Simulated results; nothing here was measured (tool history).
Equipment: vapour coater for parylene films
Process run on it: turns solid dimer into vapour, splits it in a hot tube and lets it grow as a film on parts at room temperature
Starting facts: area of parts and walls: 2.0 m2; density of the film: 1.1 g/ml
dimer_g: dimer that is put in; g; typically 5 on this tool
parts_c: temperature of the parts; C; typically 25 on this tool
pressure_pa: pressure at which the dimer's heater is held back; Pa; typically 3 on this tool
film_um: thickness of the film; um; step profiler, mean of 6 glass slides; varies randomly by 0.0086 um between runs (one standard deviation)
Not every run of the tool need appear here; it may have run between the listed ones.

run 1 hour=0 | dimer_g=5 parts_c=25 pressure_pa=3 | film_um=1.647
run 2 hour=12.1 | dimer_g=5 parts_c=25 pressure_pa=3 | film_um=1.648
run 3 hour=22.4 | dimer_g=5 parts_c=25 pressure_pa=3 | film_um=1.633
run 4 hour=30.8 | dimer_g=5 parts_c=25 pressure_pa=3 | film_um=1.654
run 5 hour=40.8 | dimer_g=5 parts_c=25 pressure_pa=3 | film_um=1.65
run 6 hour=58 | dimer_g=5 parts_c=25 pressure_pa=3 | film_um=1.656
run 7 hour=67.2 | dimer_g=5 parts_c=25 pressure_pa=3 | film_um=1.644
run 8 hour=79.6 | dimer_g=5 parts_c=25 pressure_pa=3 | film_um=1.639
run 9 hour=95.4 | dimer_g=5 parts_c=25 pressure_pa=3 | film_um=1.636
run 10 hour=109.2 | dimer_g=4 parts_c=25 pressure_pa=3 | film_um=1.307
run 11 hour=126.5 | dimer_g=5 parts_c=25 pressure_pa=3 | film_um=1.634
run 12 hour=142.4 | dimer_g=5 parts_c=32 pressure_pa=3 | film_um=1.143
run 13 hour=154.2 | dimer_g=5 parts_c=32 pressure_pa=3 | film_um=1.146
run 14 hour=171.6 | dimer_g=5 parts_c=32 pressure_pa=3 | film_um=1.127
run 15 hour=182.8 | dimer_g=5 parts_c=25 pressure_pa=3 | film_um=1.618
run 16 hour=196.9 | dimer_g=5 parts_c=25 pressure_pa=3 | film_um=1.611
run 17 hour=204 | dimer_g=5 parts_c=25 pressure_pa=3 | film_um=1.596
run 18 hour=219.6 | dimer_g=5 parts_c=25 pressure_pa=3 | film_um=1.625
run 19 hour=233.9 | dimer_g=5 parts_c=25 pressure_pa=3 | film_um=1.618
-- hour=249.7 trap's valve overhauled
run 20 hour=250.2 | dimer_g=5 parts_c=25 pressure_pa=4.96 | film_um=1.604
run 21 hour=266.3 | dimer_g=5 parts_c=25 pressure_pa=4.96 | film_um=1.593
run 22 hour=280.3 | dimer_g=5 parts_c=25 pressure_pa=4.96 | film_um=1.584
run 23 hour=293.3 | dimer_g=5 parts_c=25 pressure_pa=4.96 | film_um=1.59
run 24 hour=305.5 | dimer_g=4 parts_c=25 pressure_pa=7.2 | film_um=1.222
run 25 hour=321.9 | dimer_g=5 parts_c=20 pressure_pa=9.8 | film_um=1.85
run 26 hour=332.6 | dimer_g=5 parts_c=20 pressure_pa=9.8 | film_um=1.867
run 27 hour=346.7 | dimer_g=6 parts_c=25 pressure_pa=3 | film_um=2.011
run 28 hour=362.2 | dimer_g=5 parts_c=25 pressure_pa=8 | film_um=1.485
run 29 hour=371.4 | dimer_g=5 parts_c=21 pressure_pa=3.94 | film_um=1.974
run 30 hour=382.8 | dimer_g=5 parts_c=21 pressure_pa=3.94 | film_um=1.976
run 31 hour=398.7 | dimer_g=5 parts_c=21 pressure_pa=3.94 | film_um=1.962
run 32 hour=410.6 | dimer_g=5 parts_c=21 pressure_pa=8.92 | film_um=1.78
run 33 hour=426.5 | dimer_g=3 parts_c=22 pressure_pa=8.92 | film_um=1.023
run 34 hour=434.4 | dimer_g=3 parts_c=23 pressure_pa=3.79 | film_um=1.064
run 35 hour=442.8 | dimer_g=7 parts_c=28 pressure_pa=7.2 | film_um=1.803
run 36 hour=456.1 | dimer_g=5 parts_c=20 pressure_pa=3.2 | film_um=2.109
run 37 hour=464.3 | dimer_g=5 parts_c=20 pressure_pa=3.2 | film_um=2.125
run 38 hour=480.2 | dimer_g=5 parts_c=20 pressure_pa=2.18 | film_um=2.178
run 39 hour=490.1 | dimer_g=7 parts_c=25 pressure_pa=9.94 | film_um=1.996
run 40 hour=500.6 | dimer_g=3 parts_c=25 pressure_pa=3 | film_um=1.003
run 41 hour=514.2 | dimer_g=4 parts_c=18 pressure_pa=3 | film_um=1.736
run 42 hour=526.3 | dimer_g=6 parts_c=18 pressure_pa=4.4 | film_um=2.622
run 43 hour=536.8 | dimer_g=6 parts_c=18 pressure_pa=4.4 | film_um=2.605
run 44 hour=547.1 | dimer_g=6 parts_c=18 pressure_pa=4.32 | film_um=2.612
run 45 hour=564.3 | dimer_g=7 parts_c=21 pressure_pa=6.48 | film_um=2.558

Each row is a separate what-if for the run after 45, all from the same tool condition, not one after another. Results?
run A hour=578.9 | dimer_g=4 parts_c=37 pressure_pa=2.13 | film_um=?
run B hour=578.9 | dimer_g=7 parts_c=22 pressure_pa=6.48 | film_um=?
run C hour=578.9 | dimer_g=8 parts_c=28 pressure_pa=3.21 | film_um=?

run=A film_um=0.768
run=B film_um=2.42
run=C film_um=2.256
Without the tool's unlogged condition, the same runs would have read:
run=A film_um=0.801
run=B film_um=2.523
run=C film_um=2.352
